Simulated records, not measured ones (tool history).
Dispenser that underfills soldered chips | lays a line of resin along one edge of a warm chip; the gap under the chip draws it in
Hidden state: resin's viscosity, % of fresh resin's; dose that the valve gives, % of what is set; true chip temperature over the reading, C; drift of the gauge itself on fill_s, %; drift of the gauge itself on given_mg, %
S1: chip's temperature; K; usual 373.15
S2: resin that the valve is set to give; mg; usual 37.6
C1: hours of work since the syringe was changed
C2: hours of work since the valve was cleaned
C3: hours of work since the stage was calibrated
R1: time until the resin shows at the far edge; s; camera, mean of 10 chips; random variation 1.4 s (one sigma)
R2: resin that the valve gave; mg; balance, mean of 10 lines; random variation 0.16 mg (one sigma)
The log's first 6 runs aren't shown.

run	hour	S1	S2	C1	C2	C3	R1	R2
# hour 17.3: new syringe of resin
7	19.4	379.15	37.6	1	29	83	113.3	36.74
8	23.8	373.15	43.2	4	32	86	153.3	41.54
# hour 26.4: new syringe of resin
9	27.7	379.15	37.6	1	34	88	113.9	35.91
10	29.7	380.15	37.6	2	35	89	113.5	36.44
11	32.6	373.15	34.1	4	37	91	166.2	32.75
12	34.5	373.15	34.1	5	38	93	171.7	32.84
# hour 35.5: new syringe of resin
13	36.7	373.15	32.9	1	40	94	149	31.65
14	39.8	368.15	32.9	3	42	96	195.6	31.43
15	42.4	373.15	37.6	5	43	98	161.7	35.98

The next listed run, before its measurement:
# hour 44.6: new syringe of resin
16	44.9	372.15	37.6	0	45	99	?	?

R1: 146.5 s
R2: 35.62 mg
Without the tool's hidden state the same run would have given R1 144.9 s, R2 37.25 mg.

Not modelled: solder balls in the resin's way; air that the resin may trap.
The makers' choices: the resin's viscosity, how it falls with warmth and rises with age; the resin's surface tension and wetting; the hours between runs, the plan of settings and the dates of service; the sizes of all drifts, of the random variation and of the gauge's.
